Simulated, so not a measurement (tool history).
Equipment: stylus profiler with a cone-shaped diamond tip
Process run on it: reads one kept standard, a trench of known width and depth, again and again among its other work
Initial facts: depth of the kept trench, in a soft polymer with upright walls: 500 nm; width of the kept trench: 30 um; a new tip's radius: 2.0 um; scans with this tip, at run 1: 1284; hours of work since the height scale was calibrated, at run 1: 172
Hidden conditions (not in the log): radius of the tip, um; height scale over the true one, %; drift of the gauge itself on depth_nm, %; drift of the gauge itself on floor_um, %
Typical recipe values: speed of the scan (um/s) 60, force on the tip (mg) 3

| run | day | speed of the scan (um/s) | force on the tip (mg) | scans with this tip | hours of work since the height scale was calibrated | depth of the trench (nm) | width of the trench's floor (um) |
|---|---|---|---|---|---|---|---|
| 1 | 0 | 60 | 3 | 1284 | 172 | 507.57 | 26.96 |
| 2 | 1.004 | 60 | 3 | 1391 | 187 | 507.29 | 26.94 |
| 3 | 2.217 | 110 | 3 | 1520 | 204 | 507.45 | 26.72 |
| 4 | 3.171 | 74 | 3 | 1622 | 218 | 507.48 | 26.8 |
| 5 | 4.642 | 43 | 3 | 1778 | 239 | 507.34 | 26.95 |
| 6 | 5.517 | 43 | 3 | 1871 | 251 | 507.34 | 26.95 |
| 7 | 7.038 | 43 | 3 | 2033 | 273 | 507.38 | 26.92 |
| 8 | 7.767 | 60 | 3 | 2111 | 284 | 507.38 | 26.91 |
| 9 | 8.504 | 60 | 3 | 2189 | 294 | 507.47 | 26.86 |
| 10 | 9.946 | 60 | 2.74 | 2343 | 315 | 506.96 | 26.86 |
|  | 10.071 | height scale calibrated on a step standard |
| 11 | 11.308 | 33 | 3 | 2486 | 18 | 507.51 | 26.92 |
| 12 | 12.554 | 33 | 3 | 2618 | 35 | 507.6 | 26.91 |
| 13 | 13.771 | 46 | 3 | 2748 | 53 | 507.62 | 26.9 |
| 14 | 14.912 | 57 | 2.31 | 2870 | 69 | 506.51 | 26.78 |
| 15 | 15.671 | 70 | 3.21 | 2950 | 80 | 507.98 | 26.77 |
|  | 15.812 | height scale calibrated on a step standard, once more |
| 16 | 16.55 | 70 | 3.21 | 3042 | 11 | 507.85 | 26.78 |
| 17 | 17.612 | 70 | 3.21 | 3155 | 26 | 507.81 | 26.74 |

What if the next run were any one of these 5? Each begins from the tool's condition after run 17:
| A | 18.396 | 136 | 1.24 | 3238 | 37 | ? | ? |
| B | 18.396 | 70 | 6.07 | 3238 | 37 | ? | ? |
| C | 18.396 | 36 | 3 | 3238 | 37 | ? | ? |
| D | 18.396 | 28 | 2.52 | 3238 | 37 | ? | ? |
| E | 18.396 | 17 | 3.57 | 3238 | 37 | ? | ? |

| run | depth of the trench (nm) | width of the trench's floor (um) |
|---|---|---|
| A | 504.4 | 26.15 |
| B | 511.97 | 26.78 |
| C | 507.57 | 26.85 |
| D | 506.78 | 26.93 |
| E | 508.47 | 26.97 |
With the hidden condition removed and each run's random variation left untouched, the same runs would have given:
| run | depth of the trench (nm) | width of the trench's floor (um) |
|---|---|---|
| A | 504.07 | 26.5 |
| B | 511.63 | 27.13 |
| C | 507.23 | 27.19 |
| D | 506.45 | 27.28 |
| E | 508.14 | 27.32 |

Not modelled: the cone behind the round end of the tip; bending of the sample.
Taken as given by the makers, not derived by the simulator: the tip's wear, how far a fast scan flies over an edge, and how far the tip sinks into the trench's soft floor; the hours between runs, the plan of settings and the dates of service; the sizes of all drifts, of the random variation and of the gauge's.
